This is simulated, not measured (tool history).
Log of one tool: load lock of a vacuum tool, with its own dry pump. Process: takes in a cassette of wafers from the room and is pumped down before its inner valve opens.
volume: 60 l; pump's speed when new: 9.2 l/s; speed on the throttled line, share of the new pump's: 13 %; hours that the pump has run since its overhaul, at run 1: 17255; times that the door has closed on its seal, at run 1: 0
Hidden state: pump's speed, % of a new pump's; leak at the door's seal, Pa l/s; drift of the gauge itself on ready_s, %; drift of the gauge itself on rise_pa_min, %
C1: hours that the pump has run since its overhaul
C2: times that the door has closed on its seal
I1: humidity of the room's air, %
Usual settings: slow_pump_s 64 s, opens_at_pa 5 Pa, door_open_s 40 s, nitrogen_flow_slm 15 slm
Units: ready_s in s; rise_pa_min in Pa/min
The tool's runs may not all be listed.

{"run": 1, "hour": 0.0, "slow_pump_s": 64, "opens_at_pa": 5, "door_open_s": 40, "nitrogen_flow_slm": 15, "C1": 17255, "C2": 0, "I1": 47.9, "ready_s": 121.4, "rise_pa_min": 0.017}
{"run": 2, "hour": 484.2, "slow_pump_s": 64, "opens_at_pa": 5, "door_open_s": 40, "nitrogen_flow_slm": 15, "C1": 17739, "C2": 1665, "I1": 44.8, "ready_s": 119.3, "rise_pa_min": 0.016}
{"run": 3, "hour": 1077.4, "slow_pump_s": 64, "opens_at_pa": 5, "door_open_s": 40, "nitrogen_flow_slm": 15, "C1": 18332, "C2": 3704, "I1": 45.4, "ready_s": 120.5, "rise_pa_min": 0.017}
{"run": 4, "hour": 1500.4, "slow_pump_s": 64, "opens_at_pa": 5, "door_open_s": 40, "nitrogen_flow_slm": 15, "C1": 18755, "C2": 5159, "I1": 44.4, "ready_s": 121.4, "rise_pa_min": 0.018}
{"hour": 1878.5, "done": "dry pump taken out, an overhauled one fitted"}
{"run": 5, "hour": 2022.9, "slow_pump_s": 64, "opens_at_pa": 5, "door_open_s": 40, "nitrogen_flow_slm": 15, "C1": 144, "C2": 6935, "I1": 45.9, "ready_s": 121.1, "rise_pa_min": 0.019}
{"run": 6, "hour": 2425.5, "slow_pump_s": 64, "opens_at_pa": 5, "door_open_s": 40, "nitrogen_flow_slm": 15, "C1": 547, "C2": 8319, "I1": 45.1, "ready_s": 121.7, "rise_pa_min": 0.016}
{"run": 7, "hour": 2843.7, "slow_pump_s": 64, "opens_at_pa": 5, "door_open_s": 40, "nitrogen_flow_slm": 15, "C1": 965, "C2": 9757, "I1": 46.6, "ready_s": 120.4, "rise_pa_min": 0.014}
{"run": 8, "hour": 3271.2, "slow_pump_s": 64, "opens_at_pa": 5, "door_open_s": 40, "nitrogen_flow_slm": 15, "C1": 1393, "C2": 11227, "I1": 41.7, "ready_s": 120.5, "rise_pa_min": 0.012}
{"run": 9, "hour": 3640.2, "slow_pump_s": 64, "opens_at_pa": 5, "door_open_s": 40, "nitrogen_flow_slm": 15, "C1": 1762, "C2": 12496, "I1": 46.5, "ready_s": 120.3, "rise_pa_min": 0.023}
{"run": 10, "hour": 4065.5, "slow_pump_s": 64, "opens_at_pa": 5, "door_open_s": 40, "nitrogen_flow_slm": 15, "C1": 2187, "C2": 13958, "I1": 43.7, "ready_s": 121.8, "rise_pa_min": 0.013}
{"run": 11, "hour": 4456.5, "slow_pump_s": 64, "opens_at_pa": 5, "door_open_s": 40, "nitrogen_flow_slm": 15, "C1": 2578, "C2": 15303, "I1": 44.1, "ready_s": 121, "rise_pa_min": 0.012}
{"run": 12, "hour": 4726.0, "slow_pump_s": 64, "opens_at_pa": 5, "door_open_s": 40, "nitrogen_flow_slm": 15, "C1": 2847, "C2": 16229, "I1": 43.3, "ready_s": 120.3, "rise_pa_min": 0.022}
{"run": 13, "hour": 5005.3, "slow_pump_s": 64, "opens_at_pa": 5, "door_open_s": 40, "nitrogen_flow_slm": 15, "C1": 3127, "C2": 17190, "I1": 41.4, "ready_s": 121.8, "rise_pa_min": 0.014}
{"run": 14, "hour": 5581.2, "slow_pump_s": 64, "opens_at_pa": 5, "door_open_s": 40, "nitrogen_flow_slm": 15, "C1": 3703, "C2": 19170, "I1": 43.5, "ready_s": 120.6, "rise_pa_min": 0.017}
{"run": 15, "hour": 5998.9, "slow_pump_s": 64, "opens_at_pa": 5, "door_open_s": 40, "nitrogen_flow_slm": 35, "C1": 4120, "C2": 20606, "I1": 41.4, "ready_s": 121, "rise_pa_min": 0.009}
{"run": 16, "hour": 6412.7, "slow_pump_s": 64, "opens_at_pa": 5, "door_open_s": 40, "nitrogen_flow_slm": 15, "C1": 4534, "C2": 22029, "I1": 45.4, "ready_s": 120.5, "rise_pa_min": 0.016}
{"run": 17, "hour": 7005.9, "slow_pump_s": 64, "opens_at_pa": 5, "door_open_s": 40, "nitrogen_flow_slm": 15, "C1": 5127, "C2": 24069, "I1": 46.6, "ready_s": 122.4, "rise_pa_min": 0.018}
{"run": 18, "hour": 7463.2, "slow_pump_s": 64, "opens_at_pa": 5, "door_open_s": 40, "nitrogen_flow_slm": 15, "C1": 5585, "C2": 25641, "I1": 48, "ready_s": 121.4, "rise_pa_min": 0.024}
{"run": 19, "hour": 7892.3, "slow_pump_s": 64, "opens_at_pa": 5, "door_open_s": 112, "nitrogen_flow_slm": 15, "C1": 6014, "C2": 27117, "I1": 47.4, "ready_s": 120.5, "rise_pa_min": 0.03}
{"run": 20, "hour": 8464.9, "slow_pump_s": 97, "opens_at_pa": 7, "door_open_s": 40, "nitrogen_flow_slm": 16, "C1": 6586, "C2": 29086, "I1": 46.1, "ready_s": 146.4, "rise_pa_min": 0.016}
{"run": 21, "hour": 9023.6, "slow_pump_s": 34, "opens_at_pa": 7, "door_open_s": 40, "nitrogen_flow_slm": 15, "C1": 7145, "C2": 31007, "I1": 44.8, "ready_s": 91.7, "rise_pa_min": 0.013}

Forecast run 22:
{"run": 22, "hour": 9481.9, "slow_pump_s": 34, "opens_at_pa": 6, "door_open_s": 57, "nitrogen_flow_slm": 15, "C1": 7603, "C2": 32583, "I1": 46.3, "ready_s": "?", "rise_pa_min": "?"}

ready_s: 94.5 s
rise_pa_min: 0.022 Pa/min
Without the tool's hidden state the same run would have given ready_s 94.4 s, rise_pa_min 0.021 Pa/min.
